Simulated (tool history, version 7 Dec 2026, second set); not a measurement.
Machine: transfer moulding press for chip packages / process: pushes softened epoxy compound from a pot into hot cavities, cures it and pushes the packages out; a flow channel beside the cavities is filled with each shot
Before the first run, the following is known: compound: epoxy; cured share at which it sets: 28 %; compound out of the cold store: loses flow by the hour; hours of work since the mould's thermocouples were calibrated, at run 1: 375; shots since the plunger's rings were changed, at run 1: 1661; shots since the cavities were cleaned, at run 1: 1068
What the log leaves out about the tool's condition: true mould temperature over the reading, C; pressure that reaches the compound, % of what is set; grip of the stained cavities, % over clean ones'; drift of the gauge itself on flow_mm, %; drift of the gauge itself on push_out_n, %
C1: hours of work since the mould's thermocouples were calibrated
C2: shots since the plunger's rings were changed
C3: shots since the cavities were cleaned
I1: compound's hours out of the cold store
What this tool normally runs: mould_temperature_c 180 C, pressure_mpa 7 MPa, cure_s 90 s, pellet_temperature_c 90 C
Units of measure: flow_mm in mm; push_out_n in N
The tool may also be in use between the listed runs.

run 1 day=0 | mould_temperature_c=180 pressure_mpa=7 cure_s=90 pellet_temperature_c=90 | C1=375 C2=1661 C3=1068 | I1=25.6 | flow_mm=590 push_out_n=1081
-- day=0.733 cavities cleaned with cleaning compound and waxed
run 2 day=1.479 | mould_temperature_c=180 pressure_mpa=7 cure_s=90 pellet_temperature_c=90 | C1=392 C2=1964 C3=159 | I1=25.2 | flow_mm=594 push_out_n=780
run 3 day=3.896 | mould_temperature_c=172 pressure_mpa=7 cure_s=90 pellet_temperature_c=90 | C1=420 C2=2481 C3=676 | I1=17.4 | flow_mm=612 push_out_n=2037
run 4 day=5.288 | mould_temperature_c=172 pressure_mpa=7 cure_s=90 pellet_temperature_c=90 | C1=437 C2=2780 C3=975 | I1=16.1 | flow_mm=615 push_out_n=2030
-- day=6.504 cavities cleaned with cleaning compound and waxed
run 5 day=7.392 | mould_temperature_c=180 pressure_mpa=7 cure_s=90 pellet_temperature_c=90 | C1=462 C2=3217 C3=191 | I1=10.1 | flow_mm=605 push_out_n=847
run 6 day=9.246 | mould_temperature_c=180 pressure_mpa=5.35 cure_s=90 pellet_temperature_c=90 | C1=484 C2=3614 C3=588 | I1=12.8 | flow_mm=524 push_out_n=1044
run 7 day=11.488 | mould_temperature_c=180 pressure_mpa=5.35 cure_s=90 pellet_temperature_c=90 | C1=511 C2=4093 C3=1067 | I1=22.5 | flow_mm=500 push_out_n=1100
-- day=12.225 cavities cleaned with cleaning compound and waxed
-- day=13.196 mould's thermocouples calibrated
run 8 day=13.562 | mould_temperature_c=180 pressure_mpa=7 cure_s=90 pellet_temperature_c=90 | C1=4 C2=4506 C3=268 | I1=21 | flow_mm=559 push_out_n=838
-- day=14.529 plunger's sealing rings changed
run 9 day=16.279 | mould_temperature_c=180 pressure_mpa=7 cure_s=90 pellet_temperature_c=90 | C1=36 C2=375 C3=828 | I1=47.2 | flow_mm=552 push_out_n=975
-- day=18.142 cavities cleaned with cleaning compound and waxed
run 10 day=18.392 | mould_temperature_c=180 pressure_mpa=7 cure_s=90 pellet_temperature_c=89 | C1=60 C2=814 C3=54 | I1=32.5 | flow_mm=569 push_out_n=673
run 11 day=20.233 | mould_temperature_c=180 pressure_mpa=7 cure_s=90 pellet_temperature_c=90 | C1=82 C2=1208 C3=448 | I1=8.8 | flow_mm=628 push_out_n=913
run 12 day=23.171 | mould_temperature_c=180 pressure_mpa=7 cure_s=90 pellet_temperature_c=90 | C1=117 C2=1837 C3=1077 | I1=29.7 | flow_mm=574 push_out_n=999
-- day=23.892 cavities cleaned with cleaning compound and waxed
run 13 day=25.404 | mould_temperature_c=178 pressure_mpa=6.18 cure_s=84 pellet_temperature_c=94 | C1=143 C2=2302 C3=324 | I1=44.7 | flow_mm=511 push_out_n=1087
run 14 day=28.017 | mould_temperature_c=185 pressure_mpa=7.1 cure_s=110 pellet_temperature_c=97 | C1=175 C2=2861 C3=883 | I1=9.3 | flow_mm=601 push_out_n=715
-- day=29.704 cavities cleaned with cleaning compound and waxed
run 15 day=30.671 | mould_temperature_c=185 pressure_mpa=7.1 cure_s=110 pellet_temperature_c=97 | C1=206 C2=3416 C3=207 | I1=30.9 | flow_mm=544 push_out_n=552
run 16 day=32.921 | mould_temperature_c=183 pressure_mpa=7.07 cure_s=83 pellet_temperature_c=94 | C1=233 C2=3898 C3=689 | I1=13.6 | flow_mm=595 push_out_n=1022
run 17 day=35.162 | mould_temperature_c=183 pressure_mpa=7.07 cure_s=83 pellet_temperature_c=94 | C1=259 C2=4377 C3=1168 | I1=37.1 | flow_mm=513 push_out_n=956
-- day=35.367 cavities cleaned with cleaning compound and waxed
-- day=36.871 plunger's sealing rings changed
run 18 day=37.792 | mould_temperature_c=182 pressure_mpa=8.31 cure_s=90 pellet_temperature_c=94 | C1=289 C2=198 C3=498 | I1=24.6 | flow_mm=649 push_out_n=841
run 19 day=39.1 | mould_temperature_c=182 pressure_mpa=8.31 cure_s=90 pellet_temperature_c=94 | C1=305 C2=478 C3=778 | I1=23.4 | flow_mm=656 push_out_n=885
-- day=41.117 cavities cleaned with cleaning compound and waxed
run 20 day=42.196 | mould_temperature_c=182 pressure_mpa=8.31 cure_s=90 pellet_temperature_c=94 | C1=341 C2=1127 C3=231 | I1=39.7 | flow_mm=608 push_out_n=702
run 21 day=45.242 | mould_temperature_c=186 pressure_mpa=7.78 cure_s=129 pellet_temperature_c=97 | C1=377 C2=1779 C3=883 | I1=38.8 | flow_mm=572 push_out_n=652
-- day=46.929 cavities cleaned with cleaning compound and waxed
run 22 day=48.371 | mould_temperature_c=181 pressure_mpa=7 cure_s=90 pellet_temperature_c=90 | C1=414 C2=2436 C3=308 | I1=44.1 | flow_mm=537 push_out_n=786
run 23 day=50.388 | mould_temperature_c=181 pressure_mpa=7 cure_s=90 pellet_temperature_c=90 | C1=438 C2=2868 C3=740 | I1=11.4 | flow_mm=608 push_out_n=953
run 24 day=51.721 | mould_temperature_c=183 pressure_mpa=7.88 cure_s=123 pellet_temperature_c=92 | C1=454 C2=3153 C3=1025 | I1=39.3 | flow_mm=555 push_out_n=728

Per-run results on a tool with no hidden state, each run keeping its own random variation:
run=1 flow_mm=606 push_out_n=606
run=2 flow_mm=614 push_out_n=594
run=3 flow_mm=639 push_out_n=1189
run=4 flow_mm=647 push_out_n=1132
run=5 flow_mm=643 push_out_n=624
run=6 flow_mm=561 push_out_n=620
run=7 flow_mm=541 push_out_n=605
run=8 flow_mm=614 push_out_n=622
run=9 flow_mm=557 push_out_n=601
run=10 flow_mm=578 push_out_n=609
run=11 flow_mm=643 push_out_n=611
run=12 flow_mm=595 push_out_n=589
run=13 flow_mm=535 push_out_n=759
run=14 flow_mm=636 push_out_n=435
run=15 flow_mm=584 push_out_n=426
run=16 flow_mm=646 push_out_n=624
run=17 flow_mm=563 push_out_n=550
run=18 flow_mm=651 push_out_n=539
run=19 flow_mm=662 push_out_n=526
run=20 flow_mm=621 push_out_n=517
run=21 flow_mm=593 push_out_n=396
run=22 flow_mm=564 push_out_n=543
run=23 flow_mm=645 push_out_n=562
run=24 flow_mm=593 push_out_n=436

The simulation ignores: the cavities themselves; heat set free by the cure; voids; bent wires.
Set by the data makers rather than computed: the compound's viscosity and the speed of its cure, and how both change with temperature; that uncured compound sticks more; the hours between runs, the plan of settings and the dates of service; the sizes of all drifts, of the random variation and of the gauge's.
